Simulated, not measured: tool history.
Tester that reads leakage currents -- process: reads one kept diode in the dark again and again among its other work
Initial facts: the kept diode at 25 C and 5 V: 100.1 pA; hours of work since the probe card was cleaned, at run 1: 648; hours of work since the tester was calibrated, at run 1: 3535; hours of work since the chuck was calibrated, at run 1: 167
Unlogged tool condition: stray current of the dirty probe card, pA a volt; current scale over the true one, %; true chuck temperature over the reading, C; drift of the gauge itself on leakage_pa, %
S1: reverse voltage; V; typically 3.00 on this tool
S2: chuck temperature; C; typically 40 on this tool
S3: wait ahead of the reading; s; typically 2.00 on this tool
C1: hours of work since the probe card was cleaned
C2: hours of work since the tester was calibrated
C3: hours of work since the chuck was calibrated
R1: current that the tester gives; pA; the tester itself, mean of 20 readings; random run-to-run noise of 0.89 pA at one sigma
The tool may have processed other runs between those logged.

run,hour,S1,S2,S3,C1,C2,C3,R1
1,0.0,3.00,40,2.00,648,3535,167,300.77
2,201.3,3.00,40,2.00,779,3666,298,307.29
3,360.0,3.00,40,2.82,882,3769,401,311.85
4,535.7,3.00,44,2.00,997,3884,516,432.72
5,649.7,3.00,40,3.89,1071,3958,590,319.98
6,764.8,3.00,40,3.89,1146,4033,665,323.79
7,960.5,3.00,40,2.00,1274,4160,792,331.49
8,1089.5,3.00,40,2.00,1358,4244,876,335.55
9,1237.3,3.00,40,2.00,1454,4341,973,340.35
10,1491.5,3.00,37,2.00,1620,4506,1138,274.53
# hour 1583.5: chuck's temperature calibrated
11,1724.8,3.11,40,0.77,1770,4657,92,304.78
12,1844.5,3.11,40,0.77,1848,4735,170,306.81
13,2098.0,2.70,40,2.00,2014,4900,335,299.44
14,2312.9,2.70,40,2.00,2154,5040,475,303.74
15,2534.5,14.77,40,5.01,2298,5185,620,578.38
# hour 2746.5: tester calibrated
16,2766.8,2.15,35,2.00,2448,13,770,200.63
17,2973.3,7.92,23,4.11,2582,148,904,124.91
# hour 3095.1: probe card cleaned and baked
18,3169.6,7.92,23,4.11,49,274,1030,118.25
19,3329.7,7.92,23,4.11,153,378,1134,120.86

Alternative continuations, all from the tool just after run 19; predict every row:
# hour 3409.8: chuck's temperature calibrated
A,3586.0,4.74,36,7.67,319,544,115,?
# hour 3409.8: chuck's temperature calibrated
B,3586.0,3.00,30,1.79,319,544,115,?
# hour 3409.8: chuck's temperature calibrated
C,3586.0,4.72,20,2.76,319,544,115,?
# hour 3409.8: chuck's temperature calibrated
D,3586.0,6.30,27,6.16,319,544,115,?
# hour 3409.8: chuck's temperature calibrated
E,3586.0,5.75,31,1.11,319,544,115,?

run,R1
A,255.14
B,132.94
C,65.43
D,132.88
E,183.07
Had the tool no hidden state, the same runs would have come out as:
run,R1
A,250.03
B,130.09
C,63.48
D,129.50
E,178.97
